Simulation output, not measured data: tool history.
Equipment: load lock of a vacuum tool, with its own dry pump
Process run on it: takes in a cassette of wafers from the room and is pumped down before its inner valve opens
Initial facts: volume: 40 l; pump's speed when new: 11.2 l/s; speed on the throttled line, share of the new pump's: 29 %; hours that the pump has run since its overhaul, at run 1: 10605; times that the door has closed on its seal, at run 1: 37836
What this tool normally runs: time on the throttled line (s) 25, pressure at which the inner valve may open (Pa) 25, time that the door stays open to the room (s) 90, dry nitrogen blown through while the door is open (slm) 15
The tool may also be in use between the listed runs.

run    hour  time on the throttled line (s)  pressure at which the inner valve may open (Pa)  time that the door stays open to the room (s)  dry nitrogen blown through while the door is open (slm)  hours that the pump has run since its overhaul  times that the door has closed on its seal  incoming humidity of the room's air, %  time from the closed door until the inner valve may open (s)  rise of the pressure with all valves shut (Pa/min)
  1     0.0                              25                                               25                                             90                                                       15                                           10605                                       37836                                    44.1                                                          47.6                                               0.063
  2   252.1                              31                                               25                                             90                                                       15                                           10857                                       38545                                    48.0                                                          51.7                                               0.072
  3   696.4                              31                                               25                                             90                                                       15                                           11302                                       39793                                    43.0                                                          52.2                                               0.060
  4   933.5                              31                                               25                                             90                                                       15                                           11539                                       40459                                    47.7                                                          51.1                                               0.071
  5  1347.4                              31                                               25                                             90                                                       15                                           11953                                       41621                                    42.1                                                          52.0                                               0.068
  6  1751.4                              31                                               25                                             90                                                       15                                           12357                                       42756                                    45.8                                                          51.5                                               0.073
  7  2079.3                              25                                               25                                             90                                                       15                                           12684                                       43677                                    46.0                                                          47.8                                               0.067
  8  2381.6                              25                                               25                                             90                                                       15                                           12987                                       44526                                    44.4                                                          47.1                                               0.062
  9  2809.6                              25                                               25                                             90                                                       15                                           13415                                       45728                                    49.3                                                          47.6                                               0.075
 10  3249.9                              32                                               25                                             90                                                       26                                           13855                                       46965                                    44.7                                                          52.2                                               0.053
 11  3589.2                              15                                               42                                             25                                                       10                                           14194                                       47918                                    46.0                                                          38.4                                               0.033
     3869.8  -- dry pump taken out, an overhauled one fitted
 12  4011.3                              12                                               42                                             25                                                        4                                             141                                       49087                                    42.0                                                          36.5                                               0.038
 13  4416.3                              16                                               25                                             95                                                        5                                             547                                       50225                                    48.2                                                          41.0                                               0.092
 14  4767.9                              16                                               25                                             95                                                        5                                             898                                       51212                                    45.4                                                          41.1                                               0.094
 15  5160.9                              47                                               25                                             44                                                       15                                            1291                                       52316                                    44.9                                                          63.1                                               0.041

4 options for the next run, each taken on its own from the tool as it stands now. Forecast them:
  A  5444.3                              47                                               27                                             91                                                       15                                            1574                                       53112                                    43.5                                                             ?                                                   ?
  B  5444.3                              27                                               25                                             90                                                       15                                            1574                                       53112                                    44.0                                                             ?                                                   ?
  C  5444.3                              25                                               25                                            126                                                       15                                            1574                                       53112                                    42.8                                                             ?                                                   ?
  D  5444.3                              47                                               25                                            213                                                       15                                            1574                                       53112                                    44.2                                                             ?                                                   ?

run  time from the closed door until the inner valve may open (s)  rise of the pressure with all valves shut (Pa/min)
  A                                                          62.4                                               0.060
  B                                                          48.8                                               0.058
  C                                                          47.5                                               0.076
  D                                                          63.2                                               0.106
Had the tool no hidden state, the same runs would have come out as:
run  time from the closed door until the inner valve may open (s)  rise of the pressure with all valves shut (Pa/min)
  A                                                          62.4                                               0.059
  B                                                          48.8                                               0.056
  C                                                          47.5                                               0.074
  D                                                          63.2                                               0.105
